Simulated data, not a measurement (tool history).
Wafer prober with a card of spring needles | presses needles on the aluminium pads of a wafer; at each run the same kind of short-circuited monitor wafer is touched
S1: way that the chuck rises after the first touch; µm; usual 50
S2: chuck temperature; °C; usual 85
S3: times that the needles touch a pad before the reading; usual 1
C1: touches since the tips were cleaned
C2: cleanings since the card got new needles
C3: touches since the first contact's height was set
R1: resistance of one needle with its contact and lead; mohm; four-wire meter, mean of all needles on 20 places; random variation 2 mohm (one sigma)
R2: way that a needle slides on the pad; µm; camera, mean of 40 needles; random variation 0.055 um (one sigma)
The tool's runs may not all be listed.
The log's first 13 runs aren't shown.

At hour 229.6: tips cleaned on abrasive film.
At hour 241.1: tips cleaned on abrasive film.
Run 14, hour 247.4: usual settings; C1 2382; C2 25; C3 109167. Result: R1 258 mohm, R2 7.04 µm.
At hour 253.5: tips cleaned on abrasive film.
Run 15, hour 258.2: usual settings but S1 58 µm; C1 1743; C2 26; C3 113184. Result: R1 239 mohm, R2 8.24 µm.
At hour 264.8: tips cleaned on abrasive film.
At hour 275.8: tips cleaned on abrasive film.
Run 16, hour 283.4: usual settings but S1 43 µm, S3 2; C1 2872; C2 28; C3 122644. Result: R1 251 mohm, R2 5.95 µm.
At hour 287.5: tips cleaned on abrasive film.
At hour 298.2: tips cleaned on abrasive film.
Run 17, hour 299.6: usual settings but S1 43 µm, S2 33 °C, S3 2; C1 508; C2 30; C3 128687. Result: R1 215 mohm, R2 6.07 µm.
At hour 310.4: tips cleaned on abrasive film.
Run 18, hour 313.7: usual settings but S2 50 °C; C1 1271; C2 31; C3 133997. Result: R1 241 mohm, R2 7 µm.
At hour 321.6: tips cleaned on abrasive film.
Run 19, hour 326.2: usual settings but S1 35 µm, S2 30 °C, S3 2; C1 1735; C2 32; C3 138692. Result: R1 251 mohm, R2 4.74 µm.
At hour 333.5: tips cleaned on abrasive film.
At hour 345.9: tips cleaned on abrasive film.
Run 20, hour 348.4: usual settings but S2 105 °C, S3 2; C1 939; C2 34; C3 147008. Result: R1 235 mohm, R2 6.9 µm.
At hour 357.6: tips cleaned on abrasive film.
Run 21, hour 365.3: usual settings but S1 63 µm, S2 49 °C; C1 2924; C2 35; C3 153343. Result: R1 237 mohm, R2 8.88 µm.
At hour 368.3: tips cleaned on abrasive film.
At hour 380.3: tips cleaned on abrasive film.
Run 22, hour 386.4: usual settings but S1 63 µm, S2 41 °C; C1 2297; C2 37; C3 161235. Result: R1 236 mohm, R2 8.75 µm.
At hour 392.4: tips cleaned on abrasive film.
At hour 403.2: tips cleaned on abrasive film.
Run 23, hour 410.2: usual settings but S1 45 µm, S2 33 °C, S3 2; C1 2615; C2 39; C3 170151. Result: R1 239 mohm, R2 6.14 µm.
At hour 414.9: tips cleaned on abrasive film.
Run 24, hour 424.3: usual settings but S1 53 µm, S2 38 °C; C1 3556; C2 40; C3 175466. Result: R1 252 mohm, R2 7.32 µm.
At hour 426: tips cleaned on abrasive film.
At hour 437.1: tips cleaned on abrasive film.
Run 25, hour 440.8: usual settings but S1 49 µm, S3 2; C1 1386; C2 42; C3 181607. Result: R1 234 mohm, R2 6.63 µm.
At hour 449: tips cleaned on abrasive film.
At hour 460.3: tips cleaned on abrasive film.
Run 26, hour 460.9: usual settings but S1 31 µm, S2 55 °C; C1 228; C2 44; C3 189136. Result: R1 243 mohm, R2 3.93 µm.
At hour 472.1: tips cleaned on abrasive film.
At hour 482.9: tips cleaned on abrasive film.
Run 27, hour 482.9: usual settings but S1 31 µm, S2 55 °C; C1 0; C2 46; C3 197389. Result: R1 230 mohm, R2 3.89 µm.
At hour 494.3: tips cleaned on abrasive film.
Run 28, hour 502.5: usual settings but S1 31 µm, S2 61 °C; C1 3077; C2 47; C3 204751. Result: R1 347 mohm, R2 3.98 µm.
At hour 506.4: tips cleaned on abrasive film.
Run 29, hour 516.4: usual settings but S1 31 µm, S2 61 °C; C1 3776; C2 48; C3 209961. Result: R1 354 mohm, R2 3.9 µm.
At hour 517.7: tips cleaned on abrasive film.
At hour 519.7: height of the first contact set anew.
At hour 529.9: tips cleaned on abrasive film.
Run 30, hour 537.4: usual settings but S1 31 µm, S2 61 °C; C1 2830; C2 50; C3 6635. Result: R1 320 mohm, R2 4.55 µm.

Forecast each of these 4 alternatives for the next run:
At hour 541.3: tips cleaned on abrasive film.
At hour 552.4: tips cleaned on abrasive film.
Run A, hour 552.4: usual settings but S1 31 µm, S2 114 °C; C1 0; C2 52; C3 12241. Result: R1 ?, R2 ?.
At hour 541.3: tips cleaned on abrasive film.
At hour 552.4: tips cleaned on abrasive film.
Run B, hour 552.4: usual settings but S1 31 µm, S2 61 °C, S3 2; C1 0; C2 52; C3 12241. Result: R1 ?, R2 ?.
At hour 541.3: tips cleaned on abrasive film.
At hour 552.4: tips cleaned on abrasive film.
Run C, hour 552.4: usual settings but S1 55 µm, S2 122 °C; C1 0; C2 52; C3 12241. Result: R1 ?, R2 ?.
At hour 541.3: tips cleaned on abrasive film.
At hour 552.4: tips cleaned on abrasive film.
Run D, hour 552.4: usual settings but S1 49 µm, S2 96 °C, S3 3; C1 0; C2 52; C3 12241. Result: R1 ?, R2 ?.

run   R1    R2
  A  231  4.65
  B  215   4.6
  C  219  8.05
  D  214   7.3
Without the tool's hidden state the same runs would have given:
run   R1    R2
  A  224   4.7
  B  210  4.65
  C  217   8.1
  D  213  7.35
